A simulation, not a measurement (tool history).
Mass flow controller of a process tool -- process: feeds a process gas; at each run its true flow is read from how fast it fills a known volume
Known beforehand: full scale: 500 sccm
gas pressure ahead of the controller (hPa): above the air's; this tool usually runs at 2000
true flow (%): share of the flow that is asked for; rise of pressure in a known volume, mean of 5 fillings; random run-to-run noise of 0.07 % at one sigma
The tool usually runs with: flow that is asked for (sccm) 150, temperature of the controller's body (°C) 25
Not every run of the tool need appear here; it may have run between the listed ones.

| run | hour | flow that is asked for (sccm) | gas pressure ahead of the controller (hPa) | temperature of the controller's body (°C) | true flow (%) |
|---|---|---|---|---|---|
| 1 | 0.0 | 150 | 2000 | 25 | 99.13 |
| 2 | 66.2 | 150 | 2000 | 25 | 99.27 |
| 3 | 141.0 | 150 | 2000 | 25 | 99.27 |
| 4 | 286.7 | 76 | 2000 | 25 | 99.03 |
| 5 | 386.4 | 150 | 2000 | 39 | 97.87 |
| 6 | 529.0 | 150 | 2000 | 39 | 97.80 |
| 7 | 664.3 | 150 | 2000 | 39 | 97.79 |
| 8 | 741.1 | 150 | 2000 | 39 | 97.69 |
| 9 | 850.6 | 150 | 1590 | 25 | 98.57 |
| 10 | 951.6 | 150 | 1590 | 25 | 98.51 |
| 11 | 1092.5 | 150 | 1590 | 25 | 98.65 |
| 12 | 1198.0 | 150 | 2000 | 25 | 98.75 |
| 13 | 1291.6 | 150 | 2000 | 25 | 98.77 |
| 14 | 1378.7 | 150 | 2000 | 34 | 97.93 |
| 15 | 1466.0 | 150 | 2000 | 25 | 98.65 |
| 16 | 1538.1 | 150 | 1800 | 25 | 98.48 |
| 17 | 1678.5 | 94 | 2000 | 25 | 98.47 |
| 18 | 1782.8 | 150 | 2000 | 25 | 98.65 |
| 19 | 1925.8 | 150 | 2000 | 25 | 98.47 |
| 20 | 2028.2 | 150 | 2000 | 25 | 98.50 |
| 21 | 2125.6 | 150 | 2000 | 25 | 98.43 |
| 22 | 2255.0 | 150 | 2000 | 25 | 98.46 |
| 23 | 2343.7 | 150 | 2000 | 25 | 98.40 |
| 24 | 2410.2 | 150 | 2000 | 33 | 97.59 |
| 25 | 2484.7 | 150 | 1730 | 25 | 98.18 |
| 26 | 2613.5 | 106 | 2440 | 21 | 98.88 |
|  | 2646.1 | gauge calibrated |
| 27 | 2680.2 | 255 | 2440 | 33 | 99.05 |
| 28 | 2742.1 | 255 | 2440 | 33 | 99.08 |
| 29 | 2832.1 | 255 | 2090 | 27 | 99.40 |
| 30 | 2900.8 | 179 | 2560 | 25 | 99.67 |
| 31 | 3026.9 | 179 | 2560 | 25 | 99.61 |
| 32 | 3110.3 | 280 | 2320 | 25 | 99.55 |
| 33 | 3254.5 | 72 | 2790 | 27 | 99.31 |
| 34 | 3346.2 | 72 | 1810 | 27 | 98.46 |
| 35 | 3488.5 | 54 | 2490 | 32 | 98.44 |
| 36 | 3609.5 | 373 | 1430 | 20 | 99.39 |
| 37 | 3716.5 | 373 | 1430 | 20 | 99.14 |
| 38 | 3842.1 | 138 | 1430 | 33 | 97.59 |
| 39 | 3923.5 | 138 | 1430 | 33 | 97.67 |
| 40 | 4066.1 | 150 | 2000 | 26 | 98.60 |
| 41 | 4152.4 | 259 | 2000 | 20 | 99.44 |
| 42 | 4288.3 | 259 | 2000 | 20 | 99.19 |
| 43 | 4397.7 | 63 | 2120 | 20 | 98.94 |
| 44 | 4491.8 | 63 | 2120 | 20 | 98.98 |
| 45 | 4616.9 | 300 | 2760 | 32 | 98.70 |
| 46 | 4724.4 | 300 | 2760 | 32 | 98.69 |
| 47 | 4804.8 | 307 | 2760 | 32 | 98.70 |
| 48 | 4885.7 | 220 | 1600 | 21 | 98.60 |

Each row is a separate what-if for the run after 48, all from the same tool condition, not one after another. Results?
| A | 4987.2 | 116 | 2390 | 27 | ? |
| B | 4987.2 | 150 | 2610 | 35 | ? |
| C | 4987.2 | 99 | 1600 | 21 | ? |
| D | 4987.2 | 89 | 1660 | 25 | ? |

| run | true flow (%) |
|---|---|
| A | 98.37 |
| B | 97.85 |
| C | 98.32 |
| D | 98.00 |
With the hidden condition removed and each run's random variation left untouched, the same runs would have given:
| run | true flow (%) |
|---|---|
| A | 99.28 |
| B | 98.76 |
| C | 99.23 |
| D | 98.92 |
